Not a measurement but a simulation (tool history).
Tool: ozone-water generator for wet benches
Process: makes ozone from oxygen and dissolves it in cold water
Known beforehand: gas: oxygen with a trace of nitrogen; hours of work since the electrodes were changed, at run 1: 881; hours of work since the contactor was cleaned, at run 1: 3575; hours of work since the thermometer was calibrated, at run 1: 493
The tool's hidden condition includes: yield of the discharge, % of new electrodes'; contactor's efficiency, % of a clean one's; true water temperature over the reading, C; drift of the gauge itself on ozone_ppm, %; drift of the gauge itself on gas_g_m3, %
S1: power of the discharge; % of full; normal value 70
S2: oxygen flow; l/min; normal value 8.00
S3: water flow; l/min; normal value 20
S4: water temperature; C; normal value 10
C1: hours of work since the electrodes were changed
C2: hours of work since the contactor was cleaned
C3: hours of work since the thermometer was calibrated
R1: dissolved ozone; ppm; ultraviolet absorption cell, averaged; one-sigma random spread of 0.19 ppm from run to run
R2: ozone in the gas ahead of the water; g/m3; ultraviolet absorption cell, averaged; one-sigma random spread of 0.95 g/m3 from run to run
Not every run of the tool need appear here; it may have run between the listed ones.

| run | hour | S1 | S2 | S3 | S4 | C1 | C2 | C3 | R1 | R2 |
|---|---|---|---|---|---|---|---|---|---|---|
| 1 | 0.0 | 70 | 8.00 | 20 | 10 | 881 | 3575 | 493 | 25.9 | 157.0 |
| 2 | 45.7 | 70 | 8.00 | 12 | 10 | 909 | 3603 | 520 | 36.7 | 155.9 |
| 3 | 84.3 | 70 | 8.00 | 12 | 10 | 932 | 3626 | 544 | 37.1 | 156.5 |
| 4 | 135.5 | 70 | 8.46 | 20 | 10 | 963 | 3657 | 575 | 26.1 | 151.4 |
| 5 | 174.2 | 70 | 8.46 | 20 | 10 | 987 | 3681 | 598 | 26.3 | 150.3 |
| 6 | 203.2 | 70 | 8.00 | 20 | 10 | 1004 | 3698 | 616 | 26.3 | 158.0 |
| 7 | 269.7 | 70 | 8.00 | 20 | 16 | 1045 | 3739 | 656 | 24.1 | 154.7 |
| 8 | 300.2 | 70 | 8.00 | 20 | 16 | 1063 | 3757 | 675 | 23.5 | 154.4 |
| 9 | 353.3 | 70 | 8.00 | 20 | 10 | 1095 | 3789 | 707 | 26.4 | 157.2 |
| 10 | 409.8 | 90 | 8.00 | 20 | 10 | 1130 | 3824 | 741 | 30.9 | 184.2 |
| 11 | 460.3 | 90 | 8.00 | 20 | 10 | 1160 | 3854 | 772 | 30.8 | 183.5 |
| 12 | 514.0 | 90 | 8.00 | 20 | 10 | 1193 | 3887 | 804 | 30.8 | 182.9 |
| 13 | 559.5 | 70 | 8.00 | 20 | 10 | 1220 | 3914 | 832 | 26.1 | 154.8 |
| 14 | 612.9 | 70 | 8.00 | 20 | 10 | 1253 | 3947 | 864 | 26.3 | 155.6 |
| 15 | 653.9 | 67 | 5.35 | 24 | 10 | 1278 | 3972 | 889 | 21.9 | 192.9 |
| 16 | 714.7 | 67 | 5.35 | 24 | 10 | 1314 | 4008 | 926 | 21.7 | 191.5 |
| 17 | 749.1 | 67 | 5.35 | 24 | 10 | 1335 | 4029 | 947 | 21.7 | 192.5 |
| 18 | 785.9 | 67 | 5.35 | 24 | 10 | 1358 | 4052 | 969 | 21.7 | 193.6 |
| 19 | 832.1 | 67 | 5.35 | 24 | 10 | 1386 | 4080 | 997 | 22.0 | 193.4 |
| 20 | 887.6 | 67 | 5.35 | 24 | 16 | 1419 | 4113 | 1031 | 20.1 | 192.6 |
| 21 | 941.2 | 67 | 5.35 | 24 | 16 | 1452 | 4146 | 1063 | 20.2 | 192.2 |
| 22 | 979.4 | 97 | 5.35 | 18 | 16 | 1475 | 4169 | 1086 | 32.8 | 243.8 |
| 23 | 1027.8 | 97 | 5.35 | 18 | 16 | 1504 | 4198 | 1116 | 32.9 | 242.6 |
| 24 | 1068.9 | 97 | 5.35 | 18 | 16 | 1529 | 4223 | 1141 | 32.7 | 243.4 |
| 25 | 1135.5 | 68 | 13.62 | 32 | 16 | 1570 | 4264 | 1181 | 14.3 | 107.9 |

Below are 3 alternative next runs, each starting from the tool's condition after run 25. Predict each:
| A | 1184.2 | 81 | 4.18 | 23 | 16 | 1599 | 4293 | 1211 | ? | ? |
| B | 1184.2 | 93 | 8.00 | 29 | 18 | 1599 | 4293 | 1211 | ? | ? |
| C | 1184.2 | 40 | 8.00 | 20 | 15 | 1599 | 4293 | 1211 | ? | ? |

| run | R1 | R2 |
|---|---|---|
| A | 24.0 | 252.3 |
| B | 20.0 | 185.3 |
| C | 16.5 | 106.8 |
With the hidden condition removed and each run's random variation left untouched, the same runs would have given:
| run | R1 | R2 |
|---|---|---|
| A | 26.2 | 264.4 |
| B | 22.0 | 194.9 |
| C | 17.6 | 109.7 |
